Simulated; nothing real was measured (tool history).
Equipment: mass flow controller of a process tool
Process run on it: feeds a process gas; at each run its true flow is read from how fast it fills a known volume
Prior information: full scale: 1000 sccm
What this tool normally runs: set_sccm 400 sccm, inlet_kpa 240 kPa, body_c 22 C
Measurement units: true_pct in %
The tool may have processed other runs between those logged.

run 1 hour=0 | set_sccm=400 inlet_kpa=240 body_c=22 | true_pct=98.87
run 2 hour=134 | set_sccm=400 inlet_kpa=240 body_c=20 | true_pct=98.95
run 3 hour=276.4 | set_sccm=400 inlet_kpa=240 body_c=20 | true_pct=99.05
run 4 hour=372.2 | set_sccm=400 inlet_kpa=240 body_c=20 | true_pct=99.08
run 5 hour=474.6 | set_sccm=258 inlet_kpa=240 body_c=20 | true_pct=98.64
run 6 hour=579.1 | set_sccm=258 inlet_kpa=240 body_c=20 | true_pct=98.59
run 7 hour=790.3 | set_sccm=400 inlet_kpa=240 body_c=39 | true_pct=97.37
run 8 hour=1000.9 | set_sccm=400 inlet_kpa=240 body_c=39 | true_pct=97.47
run 9 hour=1203.3 | set_sccm=400 inlet_kpa=240 body_c=23 | true_pct=98.63
run 10 hour=1394 | set_sccm=400 inlet_kpa=240 body_c=23 | true_pct=98.81
run 11 hour=1540 | set_sccm=400 inlet_kpa=240 body_c=23 | true_pct=98.75
run 12 hour=1641 | set_sccm=400 inlet_kpa=240 body_c=23 | true_pct=98.66
run 13 hour=1822.8 | set_sccm=400 inlet_kpa=142 body_c=23 | true_pct=98.46
run 14 hour=2006.3 | set_sccm=400 inlet_kpa=142 body_c=23 | true_pct=98.36
run 15 hour=2099.2 | set_sccm=441 inlet_kpa=240 body_c=22 | true_pct=98.88
run 16 hour=2217.6 | set_sccm=441 inlet_kpa=240 body_c=22 | true_pct=98.95
run 17 hour=2420.8 | set_sccm=567 inlet_kpa=240 body_c=22 | true_pct=99.26
run 18 hour=2604.5 | set_sccm=400 inlet_kpa=240 body_c=35 | true_pct=97.88
run 19 hour=2805.4 | set_sccm=400 inlet_kpa=240 body_c=22 | true_pct=98.88
run 20 hour=3014.2 | set_sccm=400 inlet_kpa=240 body_c=22 | true_pct=98.85
run 21 hour=3205.8 | set_sccm=400 inlet_kpa=240 body_c=22 | true_pct=98.86
run 22 hour=3397.5 | set_sccm=349 inlet_kpa=279 body_c=30 | true_pct=98.25
run 23 hour=3560 | set_sccm=336 inlet_kpa=279 body_c=30 | true_pct=98.2
run 24 hour=3709 | set_sccm=400 inlet_kpa=247 body_c=35 | true_pct=97.82
run 25 hour=3888.8 | set_sccm=400 inlet_kpa=247 body_c=35 | true_pct=97.77
run 26 hour=3985.9 | set_sccm=400 inlet_kpa=247 body_c=35 | true_pct=97.71
run 27 hour=4179.9 | set_sccm=400 inlet_kpa=247 body_c=35 | true_pct=97.74
run 28 hour=4269.3 | set_sccm=285 inlet_kpa=160 body_c=26 | true_pct=97.82
-- hour=4287.3 controller's zero set anew
run 29 hour=4467.8 | set_sccm=285 inlet_kpa=160 body_c=26 | true_pct=97.81
run 30 hour=4625 | set_sccm=550 inlet_kpa=259 body_c=27 | true_pct=98.95
run 31 hour=4742.3 | set_sccm=550 inlet_kpa=214 body_c=34 | true_pct=98.08
run 32 hour=4847.4 | set_sccm=400 inlet_kpa=206 body_c=26 | true_pct=98.4
run 33 hour=5022.7 | set_sccm=400 inlet_kpa=158 body_c=26 | true_pct=98.14
run 34 hour=5230.2 | set_sccm=432 inlet_kpa=273 body_c=28 | true_pct=98.56
run 35 hour=5402.1 | set_sccm=942 inlet_kpa=240 body_c=24 | true_pct=100.18
run 36 hour=5552.4 | set_sccm=361 inlet_kpa=154 body_c=38 | true_pct=96.99
run 37 hour=5748.4 | set_sccm=400 inlet_kpa=236 body_c=22 | true_pct=98.74
run 38 hour=5920.1 | set_sccm=218 inlet_kpa=276 body_c=39 | true_pct=97.05
run 39 hour=6024.9 | set_sccm=261 inlet_kpa=276 body_c=39 | true_pct=97.26
run 40 hour=6172.5 | set_sccm=400 inlet_kpa=240 body_c=40 | true_pct=97.3

Alternative continuations, all from the tool just after run 40; predict every row:
run A hour=6285.4 | set_sccm=225 inlet_kpa=201 body_c=31 | true_pct=?
run B hour=6285.4 | set_sccm=400 inlet_kpa=240 body_c=38 | true_pct=?
run C hour=6285.4 | set_sccm=118 inlet_kpa=215 body_c=28 | true_pct=?

run=A true_pct=97.43
run=B true_pct=97.45
run=C true_pct=97.41
Had the tool no hidden state, the same runs would have come out as:
run=A true_pct=97.42
run=B true_pct=97.46
run=C true_pct=97.4

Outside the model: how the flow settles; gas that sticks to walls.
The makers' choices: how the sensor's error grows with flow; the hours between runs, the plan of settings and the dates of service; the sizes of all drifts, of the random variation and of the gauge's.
